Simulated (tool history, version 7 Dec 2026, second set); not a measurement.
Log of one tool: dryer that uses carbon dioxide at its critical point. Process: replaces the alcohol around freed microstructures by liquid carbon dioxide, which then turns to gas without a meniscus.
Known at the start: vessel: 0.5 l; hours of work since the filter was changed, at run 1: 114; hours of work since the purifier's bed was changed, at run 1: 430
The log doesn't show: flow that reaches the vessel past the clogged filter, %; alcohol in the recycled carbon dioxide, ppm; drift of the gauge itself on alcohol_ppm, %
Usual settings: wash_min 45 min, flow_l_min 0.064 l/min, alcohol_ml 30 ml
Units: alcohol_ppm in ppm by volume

run	hour	wash_min	flow_l_min	alcohol_ml	hours of work since the filter was changed	hours of work since the purifier's bed was changed	alcohol_ppm
1	0	45	0.064	30	114	430	507
2	21.3	45	0.064	94	122	438	1403
3	39.3	45	0.064	30	129	445	504
4	73.2	45	0.064	30	142	457	536
5	103.6	45	0.064	30	153	469	523
6	141.9	45	0.064	30	168	483	535

Forecast run 7:
7	184.5	44	0.0432	88	183	499	?

Run 7 gave alcohol_ppm 6825 ppm by volume.
Without the tool's hidden state the same run would have given alcohol_ppm 5315 ppm by volume.

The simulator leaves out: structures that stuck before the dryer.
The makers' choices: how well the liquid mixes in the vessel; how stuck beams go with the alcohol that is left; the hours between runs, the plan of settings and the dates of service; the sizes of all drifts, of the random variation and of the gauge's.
